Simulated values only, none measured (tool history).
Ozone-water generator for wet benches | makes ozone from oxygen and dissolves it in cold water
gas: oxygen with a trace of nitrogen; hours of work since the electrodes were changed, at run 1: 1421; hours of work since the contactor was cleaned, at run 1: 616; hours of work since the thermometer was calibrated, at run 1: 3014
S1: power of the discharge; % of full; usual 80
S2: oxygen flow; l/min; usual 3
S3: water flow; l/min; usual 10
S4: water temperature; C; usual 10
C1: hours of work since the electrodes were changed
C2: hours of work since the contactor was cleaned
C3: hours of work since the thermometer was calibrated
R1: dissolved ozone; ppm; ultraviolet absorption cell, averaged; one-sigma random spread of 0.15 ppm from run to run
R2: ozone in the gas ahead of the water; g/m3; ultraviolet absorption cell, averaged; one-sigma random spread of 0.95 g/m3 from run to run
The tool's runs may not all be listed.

Run 1, hour 0: usual settings; C1 1421; C2 616; C3 3014. Result: R1 18.4 ppm, R2 162.1 g/m3.
Run 2, hour 95.2: usual settings; C1 1484; C2 679; C3 3077. Result: R1 18.1 ppm, R2 162.8 g/m3.
Run 3, hour 176.8: usual settings; C1 1538; C2 733; C3 3131. Result: R1 18.3 ppm, R2 163.1 g/m3.
Run 4, hour 289.3: usual settings; C1 1612; C2 807; C3 3205. Result: R1 18.2 ppm, R2 163.8 g/m3.
Run 5, hour 394.2: usual settings; C1 1681; C2 877; C3 3274. Result: R1 18.1 ppm, R2 164.3 g/m3.
Run 6, hour 534.4: usual settings; C1 1774; C2 969; C3 3367. Result: R1 18.2 ppm, R2 162.4 g/m3.
Run 7, hour 666.3: usual settings; C1 1861; C2 1056; C3 3454. Result: R1 18.4 ppm, R2 164.2 g/m3.
Run 8, hour 784.8: usual settings; C1 1939; C2 1134; C3 3532. Result: R1 18.2 ppm, R2 164.4 g/m3.
Run 9, hour 960.3: usual settings; C1 2055; C2 1250; C3 3648. Result: R1 18.1 ppm, R2 165.9 g/m3.
Run 10, hour 1055.2: usual settings; C1 2118; C2 1313; C3 3711. Result: R1 18.2 ppm, R2 164.7 g/m3.
Run 11, hour 1152: usual settings; C1 2181; C2 1377; C3 3774. Result: R1 18.1 ppm, R2 165.2 g/m3.
Run 12, hour 1226.9: usual settings; C1 2231; C2 1426; C3 3824. Result: R1 18.4 ppm, R2 166.7 g/m3.
Run 13, hour 1359.3: usual settings but S3 15 l/min; C1 2318; C2 1514; C3 3911. Result: R1 11.6 ppm, R2 165.1 g/m3.
Run 14, hour 1453.2: usual settings but S3 15 l/min; C1 2380; C2 1576; C3 3973. Result: R1 12 ppm, R2 167.2 g/m3.
Run 15, hour 1616.2: usual settings but S3 15 l/min; C1 2488; C2 1683; C3 4081. Result: R1 11.9 ppm, R2 166 g/m3.
Run 16, hour 1695.4: usual settings but S3 15 l/min, S4 8 C; C1 2540; C2 1735; C3 4133. Result: R1 12.3 ppm, R2 166.1 g/m3.
Run 17, hour 1871.1: usual settings but S3 15 l/min, S4 8 C; C1 2656; C2 1851; C3 4249. Result: R1 12.3 ppm, R2 165.9 g/m3.
At hour 1945: gauge calibrated.
Run 18, hour 1993.9: usual settings but S1 92 % of full, S2 4.55 l/min, S3 7 l/min, S4 8 C; C1 2737; C2 1933; C3 4330. Result: R1 26.4 ppm, R2 138.2 g/m3.
Run 19, hour 2112: usual settings but S2 3.03 l/min; C1 2815; C2 2010; C3 4408. Result: R1 18.2 ppm, R2 162 g/m3.
Run 20, hour 2263.7: usual settings but S2 2.9 l/min, S3 8 l/min, S4 8 C; C1 2915; C2 2111; C3 4508. Result: R1 23.2 ppm, R2 167 g/m3.
Run 21, hour 2352.3: usual settings but S1 56 % of full, S2 5.18 l/min, S3 8 l/min, S4 17 C; C1 2974; C2 2169; C3 4567. Result: R1 13 ppm, R2 83.1 g/m3.
Run 22, hour 2436.2: usual settings but S1 56 % of full, S2 5.18 l/min, S3 8 l/min, S4 17 C; C1 3029; C2 2224; C3 4622. Result: R1 12.6 ppm, R2 85.4 g/m3.
Run 23, hour 2601.7: usual settings but S2 2.37 l/min, S4 11 C; C1 3138; C2 2334; C3 4731. Result: R1 18 ppm, R2 191.7 g/m3.
Run 24, hour 2682: usual settings but S1 78 % of full, S2 1.68 l/min, S3 15 l/min, S4 11 C; C1 3191; C2 2387; C3 4784. Result: R1 11 ppm, R2 235.2 g/m3.
Run 25, hour 2779.5: usual settings but S2 3.5 l/min, S3 14 l/min, S4 6 C; C1 3256; C2 2451; C3 4849. Result: R1 13.6 ppm, R2 147.5 g/m3.
Run 26, hour 2904: usual settings but S1 60 % of full, S2 3.46 l/min, S3 14 l/min, S4 6 C; C1 3338; C2 2533; C3 4931. Result: R1 10.7 ppm, R2 117.7 g/m3.
At hour 3047.7: contactor cleaned.
Run 27, hour 3066.5: usual settings but S1 60 % of full, S2 3.46 l/min, S3 14 l/min, S4 6 C; C1 3442; C2 12; C3 5035. Result: R1 10.6 ppm, R2 117.1 g/m3.
Run 28, hour 3223.9: usual settings but S1 60 % of full, S2 3.46 l/min, S3 14 l/min, S4 6 C; C1 3546; C2 116; C3 5139. Result: R1 10.7 ppm, R2 118.7 g/m3.

Here are 3 independent what-if runs from the current tool condition. What would each one return?
Run A, hour 3394.6: usual settings but S3 14 l/min; C1 3659; C2 229; C3 5252. Result: R1 ?, R2 ?.
Run B, hour 3394.6: usual settings but S1 71 % of full; C1 3659; C2 229; C3 5252. Result: R1 ?, R2 ?.
Run C, hour 3394.6: usual settings but S1 45 % of full, S3 8 l/min, S4 9 C; C1 3659; C2 229; C3 5252. Result: R1 ?, R2 ?.

run    R1     R2
  A  12.9  167.3
  B  16.6  148.9
  C  14.2  102.8
Stripped of hidden state, with their random variation kept, the same runs would have yielded:
run    R1     R2
  A  12.9  163.9
  B  16.6  145.9
  C  14.2  100.7
